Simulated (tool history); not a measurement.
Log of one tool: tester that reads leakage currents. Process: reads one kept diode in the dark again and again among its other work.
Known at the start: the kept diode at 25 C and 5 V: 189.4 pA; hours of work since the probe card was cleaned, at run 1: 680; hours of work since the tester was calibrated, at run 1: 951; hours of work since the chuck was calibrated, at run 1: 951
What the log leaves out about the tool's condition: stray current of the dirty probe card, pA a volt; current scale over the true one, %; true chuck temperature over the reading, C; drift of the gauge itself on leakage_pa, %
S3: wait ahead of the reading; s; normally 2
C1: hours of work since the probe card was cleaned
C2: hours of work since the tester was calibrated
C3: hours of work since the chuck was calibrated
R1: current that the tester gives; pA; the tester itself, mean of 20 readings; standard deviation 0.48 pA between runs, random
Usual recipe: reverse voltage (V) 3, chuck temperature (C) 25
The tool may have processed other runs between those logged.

{"run": 1, "day": 0.0, "reverse voltage (V)": 3, "chuck temperature (C)": 25, "S3": 2, "C1": 680, "C2": 951, "C3": 951, "R1": 129.82}
{"day": 6.129, "done": "chuck's temperature calibrated"}
{"run": 2, "day": 10.1, "reverse voltage (V)": 3, "chuck temperature (C)": 27, "S3": 2, "C1": 854, "C2": 1125, "C3": 69, "R1": 190.3}
{"run": 3, "day": 17.658, "reverse voltage (V)": 3, "chuck temperature (C)": 27, "S3": 2, "C1": 985, "C2": 1256, "C3": 200, "R1": 185.67}
{"run": 4, "day": 24.183, "reverse voltage (V)": 3, "chuck temperature (C)": 27, "S3": 2, "C1": 1098, "C2": 1369, "C3": 313, "R1": 181.97}
{"run": 5, "day": 35.45, "reverse voltage (V)": 3, "chuck temperature (C)": 27, "S3": 2, "C1": 1294, "C2": 1565, "C3": 509, "R1": 175.39}
{"run": 6, "day": 43.467, "reverse voltage (V)": 3, "chuck temperature (C)": 27, "S3": 2, "C1": 1433, "C2": 1704, "C3": 648, "R1": 171.23}
{"run": 7, "day": 48.892, "reverse voltage (V)": 3, "chuck temperature (C)": 57, "S3": 2, "C1": 1527, "C2": 1798, "C3": 742, "R1": 2250.28}
{"day": 49.496, "done": "tester calibrated"}
{"run": 8, "day": 59.779, "reverse voltage (V)": 3.73, "chuck temperature (C)": 23, "S3": 2, "C1": 1714, "C2": 178, "C3": 929, "R1": 120.4}
{"day": 67.05, "done": "chuck's temperature calibrated"}
{"run": 9, "day": 70.038, "reverse voltage (V)": 3.73, "chuck temperature (C)": 24, "S3": 1.18, "C1": 1891, "C2": 355, "C3": 52, "R1": 158.07}
{"run": 10, "day": 75.729, "reverse voltage (V)": 3, "chuck temperature (C)": 28, "S3": 2, "C1": 1989, "C2": 454, "C3": 151, "R1": 207.44}
{"day": 84.033, "done": "tester calibrated, once more"}
{"run": 11, "day": 84.271, "reverse voltage (V)": 3, "chuck temperature (C)": 28, "S3": 2, "C1": 2136, "C2": 4, "C3": 297, "R1": 205.3}

Alternative continuations, all from the tool just after run 11; predict every row:
{"run": "A", "day": 91.475, "reverse voltage (V)": 3.71, "chuck temperature (C)": 28, "S3": 2, "C1": 2261, "C2": 129, "C3": 422, "R1": "?"}
{"run": "B", "day": 91.475, "reverse voltage (V)": 3, "chuck temperature (C)": 22, "S3": 0.43, "C1": 2261, "C2": 129, "C3": 422, "R1": "?"}
{"run": "C", "day": 91.475, "reverse voltage (V)": 4.35, "chuck temperature (C)": 22, "S3": 0.59, "C1": 2261, "C2": 129, "C3": 422, "R1": "?"}
{"run": "D", "day": 91.475, "reverse voltage (V)": 2.49, "chuck temperature (C)": 44, "S3": 1.85, "C1": 2261, "C2": 129, "C3": 422, "R1": "?"}

run=A R1=216.07
run=B R1=114.87
run=C R1=133.06
run=D R1=770.94
Had the tool no hidden state, the same runs would have come out as:
run=A R1=225.95
run=B R1=118.38
run=C R1=135.36
run=D R1=821.56
